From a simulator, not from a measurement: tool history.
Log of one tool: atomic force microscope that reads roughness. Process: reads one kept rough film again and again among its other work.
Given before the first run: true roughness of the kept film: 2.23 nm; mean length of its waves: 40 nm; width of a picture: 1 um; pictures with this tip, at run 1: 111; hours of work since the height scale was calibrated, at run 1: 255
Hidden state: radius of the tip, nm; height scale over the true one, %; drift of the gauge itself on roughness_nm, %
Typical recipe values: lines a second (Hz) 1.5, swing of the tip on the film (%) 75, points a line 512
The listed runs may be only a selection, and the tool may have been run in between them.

run,hour,lines a second (Hz),swing of the tip on the film (%),points a line,pictures with this tip,hours of work since the height scale was calibrated,roughness of the kept film (nm (root mean square))
1,0,1.5,75,512,111,255,1.873
2,6,1.5,75,272,118,259,1.847
3,15.2,1.5,75,512,128,264,1.867
4,25.4,1.5,75,512,139,271,1.864
5,30.9,1.5,75,512,145,274,1.845
6,38.3,1.5,75,512,153,279,1.842
7,44.7,2.7,75,512,160,283,1.696
8,52.1,2.83,75,284,168,287,1.688
9,56.8,0.79,74,431,173,290,1.929
10,62.2,0.79,74,431,179,293,1.947
11,68.9,1.92,86,361,187,297,1.624
12,78.3,1.5,75,408,197,303,1.834

For some of the steps in roughness of the kept film (nm (root mean square)) from one run to the next: how much would appear even if the tool had no hidden state, given the settings, what came in and random variation, and how much remains for the hidden state plus any gauge scatter that the measured result and the result without hidden state don't share?
Run 10 -> 11: lines a second (Hz) 0.79 -> 1.92, swing of the tip on the film (%) 74 -> 86, points a line 431 -> 361. roughness of the kept film (nm (root mean square)) -0.323: hidden state +0.013, all else -0.336.
Run 11 -> 12: lines a second (Hz) 1.92 -> 1.5, swing of the tip on the film (%) 86 -> 75, points a line 361 -> 408. roughness of the kept film (nm (root mean square)) +0.21: hidden state -0.015, all else +0.225.

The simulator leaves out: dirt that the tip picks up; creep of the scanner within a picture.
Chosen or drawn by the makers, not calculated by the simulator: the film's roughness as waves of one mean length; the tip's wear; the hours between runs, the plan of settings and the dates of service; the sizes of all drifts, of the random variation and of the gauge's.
